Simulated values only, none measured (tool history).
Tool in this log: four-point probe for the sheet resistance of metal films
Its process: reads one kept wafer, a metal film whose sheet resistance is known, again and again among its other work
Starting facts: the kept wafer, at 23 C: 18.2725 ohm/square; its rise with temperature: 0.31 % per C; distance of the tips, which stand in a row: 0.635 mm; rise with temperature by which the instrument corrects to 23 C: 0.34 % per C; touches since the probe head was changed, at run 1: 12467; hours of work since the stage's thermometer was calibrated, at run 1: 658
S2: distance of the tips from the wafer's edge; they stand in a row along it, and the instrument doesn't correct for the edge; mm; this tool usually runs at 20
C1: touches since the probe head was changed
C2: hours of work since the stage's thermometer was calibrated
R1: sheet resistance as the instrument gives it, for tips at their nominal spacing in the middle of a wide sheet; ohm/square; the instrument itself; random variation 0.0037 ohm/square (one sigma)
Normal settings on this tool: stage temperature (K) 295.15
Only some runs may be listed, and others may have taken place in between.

Run 1, day 0.000: usual settings; C1 12467; C2 658. Result: R1 18.204578 ohm/square.
Run 2, day 1.188: usual settings; C1 12837; C2 671. Result: R1 18.200457 ohm/square.
Run 3, day 1.908: usual settings but S2 50 mm; C1 13062; C2 678. Result: R1 18.195171 ohm/square.
Run 4, day 3.488: usual settings but S2 50 mm; C1 13553; C2 695. Result: R1 18.186075 ohm/square.
Run 5, day 4.562: usual settings but S2 50 mm; C1 13889; C2 706. Result: R1 18.191757 ohm/square.
Run 6, day 5.308: usual settings but S2 50 mm; C1 14121; C2 714. Result: R1 18.200059 ohm/square.
Run 7, day 6.229: usual settings but S2 50 mm; C1 14407; C2 723. Result: R1 18.199956 ohm/square.
Run 8, day 6.971: usual settings but S2 13 mm; C1 14638; C2 731. Result: R1 18.216903 ohm/square.
Run 9, day 8.500: usual settings but S2 13 mm; C1 15114; C2 747. Result: R1 18.219628 ohm/square.
Run 10, day 9.971: usual settings but S2 13 mm; C1 15572; C2 762. Result: R1 18.220320 ohm/square.
Run 11, day 11.250: usual settings; C1 15971; C2 775. Result: R1 18.212987 ohm/square.
Run 12, day 12.254: usual settings; C1 16284; C2 786. Result: R1 18.205940 ohm/square.
Run 13, day 13.267: usual settings; C1 16600; C2 796. Result: R1 18.202899 ohm/square.
Run 14, day 14.754: usual settings; C1 17062; C2 812. Result: R1 18.201266 ohm/square.
Run 15, day 15.912: usual settings; C1 17423; C2 824. Result: R1 18.209166 ohm/square.
Run 16, day 16.800: usual settings; C1 17700; C2 833. Result: R1 18.197680 ohm/square.
Run 17, day 17.975: usual settings; C1 18066; C2 845. Result: R1 18.212394 ohm/square.
Run 18, day 19.008: usual settings but stage temperature (K) 302.15; C1 18387; C2 856. Result: R1 18.161763 ohm/square.
Run 19, day 20.483: usual settings but stage temperature (K) 302.15; C1 18847; C2 871. Result: R1 18.164814 ohm/square.
Run 20, day 21.967: usual settings but stage temperature (K) 302.15; C1 19310; C2 887. Result: R1 18.169898 ohm/square.
Run 21, day 23.325: usual settings; C1 19733; C2 901. Result: R1 18.204338 ohm/square.
Run 22, day 24.317: usual settings but S2 19 mm; C1 20042; C2 911. Result: R1 18.211862 ohm/square.
Run 23, day 25.746: usual settings but stage temperature (K) 298.15, S2 8 mm; C1 20486; C2 926. Result: R1 18.234554 ohm/square.
Run 24, day 27.096: usual settings but stage temperature (K) 298.15, S2 8 mm; C1 20907; C2 940. Result: R1 18.233949 ohm/square.
Run 25, day 28.529: usual settings but stage temperature (K) 298.15, S2 8 mm; C1 21354; C2 955. Result: R1 18.234065 ohm/square.
Run 26, day 29.846: usual settings but stage temperature (K) 304.15, S2 19 mm; C1 21763; C2 969. Result: R1 18.150780 ohm/square.
Run 27, day 31.421: usual settings but stage temperature (K) 306.15, S2 18 mm; C1 22254; C2 985. Result: R1 18.144280 ohm/square.
Run 28, day 32.742: usual settings but stage temperature (K) 294.15, S2 72 mm; C1 22665; C2 999. Result: R1 18.200176 ohm/square.
Run 29, day 34.017: usual settings but stage temperature (K) 294.15, S2 72 mm; C1 23062; C2 1012. Result: R1 18.201880 ohm/square.
Run 30, day 35.012: usual settings but stage temperature (K) 297.15, S2 11 mm; C1 23372; C2 1022. Result: R1 18.213451 ohm/square.
Run 31, day 36.458: usual settings but stage temperature (K) 297.15, S2 11 mm; C1 23823; C2 1037. Result: R1 18.213526 ohm/square.
Run 32, day 37.283: usual settings but stage temperature (K) 300.15; C1 24080; C2 1046. Result: R1 18.174501 ohm/square.
Run 33, day 38.000: usual settings but stage temperature (K) 300.15; C1 24303; C2 1053. Result: R1 18.168844 ohm/square.
Run 34, day 38.762: usual settings but stage temperature (K) 300.15; C1 24541; C2 1061. Result: R1 18.178484 ohm/square.
Run 35, day 39.729: usual settings but stage temperature (K) 300.15; C1 24842; C2 1071. Result: R1 18.178500 ohm/square.
Run 36, day 41.192: usual settings but stage temperature (K) 300.15; C1 25297; C2 1087. Result: R1 18.175636 ohm/square.

What does the tool deliver on the next run?
Run 37, day 42.671: usual settings but stage temperature (K) 296.15, S2 12 mm; C1 25758; C2 1102. Result: R1 ?.

Run 37 yielded R1 18.211649 ohm/square.
On a tool with no hidden condition, and with the same random variation, this run would have come out at R1 18.298611 ohm/square.

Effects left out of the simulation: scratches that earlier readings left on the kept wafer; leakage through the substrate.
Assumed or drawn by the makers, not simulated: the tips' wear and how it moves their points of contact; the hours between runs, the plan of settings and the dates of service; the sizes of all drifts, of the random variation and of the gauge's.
